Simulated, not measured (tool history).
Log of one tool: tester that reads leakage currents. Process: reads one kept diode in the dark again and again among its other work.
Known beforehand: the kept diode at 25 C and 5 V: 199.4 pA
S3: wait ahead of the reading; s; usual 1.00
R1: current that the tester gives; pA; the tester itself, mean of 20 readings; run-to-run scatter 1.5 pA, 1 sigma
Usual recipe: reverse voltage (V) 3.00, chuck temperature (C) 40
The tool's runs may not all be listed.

{"run": 1, "hour": 0.0, "reverse voltage (V)": 3.0, "chuck temperature (C)": 40, "S3": 1.0, "R1": 494.43}
{"run": 2, "hour": 46.9, "reverse voltage (V)": 3.0, "chuck temperature (C)": 23, "S3": 1.0, "R1": 129.65}
{"run": 3, "hour": 79.9, "reverse voltage (V)": 3.0, "chuck temperature (C)": 40, "S3": 1.0, "R1": 493.84}
{"run": 4, "hour": 104.3, "reverse voltage (V)": 3.0, "chuck temperature (C)": 40, "S3": 1.0, "R1": 491.63}
{"run": 5, "hour": 138.4, "reverse voltage (V)": 3.0, "chuck temperature (C)": 40, "S3": 1.0, "R1": 490.47}
{"hour": 148.9, "done": "probe card cleaned and baked"}
{"run": 6, "hour": 194.0, "reverse voltage (V)": 3.0, "chuck temperature (C)": 40, "S3": 1.0, "R1": 490.09}
{"run": 7, "hour": 228.7, "reverse voltage (V)": 3.0, "chuck temperature (C)": 29, "S3": 1.0, "R1": 208.58}
{"run": 8, "hour": 266.0, "reverse voltage (V)": 3.0, "chuck temperature (C)": 29, "S3": 1.0, "R1": 208.62}
{"run": 9, "hour": 318.8, "reverse voltage (V)": 3.0, "chuck temperature (C)": 29, "S3": 1.0, "R1": 208.13}
{"run": 10, "hour": 358.8, "reverse voltage (V)": 3.0, "chuck temperature (C)": 29, "S3": 1.0, "R1": 207.87}
{"run": 11, "hour": 412.1, "reverse voltage (V)": 3.0, "chuck temperature (C)": 40, "S3": 1.0, "R1": 489.06}
{"hour": 418.8, "done": "tester calibrated"}
{"run": 12, "hour": 447.4, "reverse voltage (V)": 3.0, "chuck temperature (C)": 40, "S3": 1.0, "R1": 485.29}
{"run": 13, "hour": 470.4, "reverse voltage (V)": 3.0, "chuck temperature (C)": 40, "S3": 1.0, "R1": 482.15}
{"run": 14, "hour": 498.1, "reverse voltage (V)": 3.0, "chuck temperature (C)": 40, "S3": 1.0, "R1": 480.4}
{"run": 15, "hour": 530.7, "reverse voltage (V)": 3.0, "chuck temperature (C)": 40, "S3": 1.0, "R1": 483.11}
{"run": 16, "hour": 574.0, "reverse voltage (V)": 3.0, "chuck temperature (C)": 40, "S3": 1.0, "R1": 483.5}
{"run": 17, "hour": 619.7, "reverse voltage (V)": 14.75, "chuck temperature (C)": 40, "S3": 1.0, "R1": 1014.16}
{"run": 18, "hour": 643.6, "reverse voltage (V)": 6.08, "chuck temperature (C)": 32, "S3": 1.95, "R1": 362.47}
{"run": 19, "hour": 692.2, "reverse voltage (V)": 6.08, "chuck temperature (C)": 32, "S3": 1.95, "R1": 361.73}
{"run": 20, "hour": 719.5, "reverse voltage (V)": 9.96, "chuck temperature (C)": 28, "S3": 0.45, "R1": 336.19}
{"hour": 761.7, "done": "tester calibrated, once more"}
{"run": 21, "hour": 776.3, "reverse voltage (V)": 9.96, "chuck temperature (C)": 28, "S3": 0.45, "R1": 338.15}
{"run": 22, "hour": 821.4, "reverse voltage (V)": 9.96, "chuck temperature (C)": 28, "S3": 0.45, "R1": 337.59}
{"run": 23, "hour": 857.7, "reverse voltage (V)": 3.0, "chuck temperature (C)": 46, "S3": 1.0, "R1": 752.01}
{"run": 24, "hour": 892.8, "reverse voltage (V)": 13.76, "chuck temperature (C)": 47, "S3": 0.99, "R1": 1646.93}
{"run": 25, "hour": 936.4, "reverse voltage (V)": 7.22, "chuck temperature (C)": 40, "S3": 0.78, "R1": 729.2}
{"run": 26, "hour": 975.3, "reverse voltage (V)": 7.22, "chuck temperature (C)": 40, "S3": 0.78, "R1": 729.29}
{"run": 27, "hour": 1008.6, "reverse voltage (V)": 7.22, "chuck temperature (C)": 40, "S3": 0.78, "R1": 724.76}
{"run": 28, "hour": 1054.4, "reverse voltage (V)": 7.22, "chuck temperature (C)": 40, "S3": 0.78, "R1": 723.81}
{"run": 29, "hour": 1089.9, "reverse voltage (V)": 9.97, "chuck temperature (C)": 22, "S3": 0.32, "R1": 208.12}
{"run": 30, "hour": 1130.7, "reverse voltage (V)": 12.5, "chuck temperature (C)": 40, "S3": 7.45, "R1": 934.15}
{"run": 31, "hour": 1170.0, "reverse voltage (V)": 12.5, "chuck temperature (C)": 40, "S3": 7.45, "R1": 935.43}
{"run": 32, "hour": 1209.1, "reverse voltage (V)": 3.0, "chuck temperature (C)": 40, "S3": 0.54, "R1": 477.27}
{"run": 33, "hour": 1265.3, "reverse voltage (V)": 3.0, "chuck temperature (C)": 40, "S3": 0.54, "R1": 478.01}

Branching from run 33: 5 alternative next runs. What would each branch give?
{"run": "A", "hour": 1321.1, "reverse voltage (V)": 2.86, "chuck temperature (C)": 57, "S3": 0.31, "R1": "?"}
{"run": "B", "hour": 1321.1, "reverse voltage (V)": 3.08, "chuck temperature (C)": 35, "S3": 0.31, "R1": "?"}
{"run": "C", "hour": 1321.1, "reverse voltage (V)": 3.0, "chuck temperature (C)": 59, "S3": 0.54, "R1": "?"}
{"run": "D", "hour": 1321.1, "reverse voltage (V)": 3.0, "chuck temperature (C)": 40, "S3": 0.89, "R1": "?"}
{"run": "E", "hour": 1321.1, "reverse voltage (V)": 12.35, "chuck temperature (C)": 54, "S3": 0.61, "R1": "?"}

run=A R1=1566.55
run=B R1=329.69
run=C R1=1818.71
run=D R1=472.51
run=E R1=2524.90
Stripped of hidden state, with their random variation kept, the same runs would have yielded:
run=A R1=1674.85
run=B R1=355.28
run=C R1=1943.08
run=D R1=508.45
run=E R1=2701.09

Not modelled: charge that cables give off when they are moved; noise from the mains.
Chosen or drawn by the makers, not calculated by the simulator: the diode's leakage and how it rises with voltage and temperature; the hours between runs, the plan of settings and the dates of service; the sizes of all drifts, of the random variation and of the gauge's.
